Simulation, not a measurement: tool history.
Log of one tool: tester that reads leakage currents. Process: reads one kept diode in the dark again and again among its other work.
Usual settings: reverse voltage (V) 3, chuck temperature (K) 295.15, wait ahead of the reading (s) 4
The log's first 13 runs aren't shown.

| run | hour | reverse voltage (V) | chuck temperature (K) | wait ahead of the reading (s) | hours of work since the probe card was cleaned | hours of work since the tester was calibrated | hours of work since the chuck was calibrated | current that the tester gives (pA) |
|---|---|---|---|---|---|---|---|---|
| 14 | 2519.1 | 3 | 295.15 | 0.39 | 1008 | 4037 | 1710 | 97.79 |
|  | 2571.8 | chuck's temperature calibrated |
|  | 2619.1 | tester calibrated |
| 15 | 2675 | 3 | 295.15 | 0.39 | 1111 | 38 | 69 | 114.8 |
| 16 | 2947.9 | 3 | 295.15 | 4 | 1296 | 224 | 254 | 110.58 |
| 17 | 3122.3 | 3 | 295.15 | 4 | 1415 | 342 | 373 | 110.15 |
| 18 | 3394.5 | 3 | 295.15 | 4 | 1600 | 527 | 558 | 108.08 |
| 19 | 3568.7 | 3 | 295.15 | 4 | 1718 | 645 | 676 | 107.62 |
| 20 | 3779.7 | 3 | 295.15 | 4 | 1862 | 789 | 820 | 107.55 |
| 21 | 3998.1 | 3 | 295.15 | 4 | 2010 | 937 | 968 | 105.59 |
| 22 | 4240.8 | 2.92 | 297.15 | 5.46 | 2175 | 1102 | 1133 | 120.19 |
|  | 4338.7 | probe card cleaned and baked |
| 23 | 4472.2 | 7.85 | 310.15 | 4 | 91 | 1258 | 1288 | 449.54 |
| 24 | 4689.2 | 7.85 | 310.15 | 4 | 238 | 1405 | 1436 | 444.78 |
| 25 | 4852.4 | 7.85 | 310.15 | 4 | 349 | 1516 | 1547 | 442.21 |
| 26 | 5080 | 3 | 306.15 | 0.77 | 504 | 1671 | 1701 | 220.95 |
|  | 5149.1 | chuck's temperature calibrated |
| 27 | 5285.1 | 2.71 | 329.15 | 0.68 | 642 | 1809 | 92 | 1151.61 |
| 28 | 5476 | 5.1 | 324.15 | 9.54 | 772 | 1939 | 222 | 1072.74 |
| 29 | 5710.5 | 12.36 | 295.15 | 0.5 | 931 | 2098 | 382 | 209.69 |
| 30 | 5870.3 | 18.52 | 295.15 | 4 | 1040 | 2206 | 490 | 240.88 |
| 31 | 6093.2 | 3 | 309.15 | 4 | 1191 | 2358 | 642 | 299.63 |
| 32 | 6294.1 | 3 | 315.15 | 4.18 | 1328 | 2495 | 778 | 451.95 |
| 33 | 6450.5 | 4.77 | 329.15 | 4.32 | 1434 | 2601 | 885 | 1371 |
| 34 | 6660.7 | 5.12 | 328.15 | 4.07 | 1577 | 2744 | 1027 | 1311.92 |
| 35 | 6889.3 | 5.12 | 328.15 | 4.07 | 1732 | 2899 | 1183 | 1297.51 |
| 36 | 7051.1 | 1.93 | 295.15 | 0.38 | 1842 | 3009 | 1293 | 85.82 |
| 37 | 7274.9 | 2.47 | 302.15 | 0.38 | 1994 | 3161 | 1445 | 158.92 |

Forecast each of these 5 alternatives for the next run:
| A | 7519.6 | 1.7 | 298.15 | 0.37 | 2161 | 3327 | 1611 | ? |
| B | 7519.6 | 4.37 | 302.15 | 0.63 | 2161 | 3327 | 1611 | ? |
| C | 7519.6 | 2.47 | 324.15 | 0.33 | 2161 | 3327 | 1611 | ? |
| D | 7519.6 | 1.05 | 302.15 | 0.77 | 2161 | 3327 | 1611 | ? |
| E | 7519.6 | 19.59 | 330.15 | 0.32 | 2161 | 3327 | 1611 | ? |

| run | current that the tester gives (pA) |
|---|---|
| A | 99.41 |
| B | 200.17 |
| C | 718.52 |
| D | 107.97 |
| E | 2528.72 |
Without the tool's hidden state the same runs would have given:
| run | current that the tester gives (pA) |
|---|---|
| A | 111.63 |
| B | 222.08 |
| C | 812.8 |
| D | 122.74 |
| E | 2824.2 |
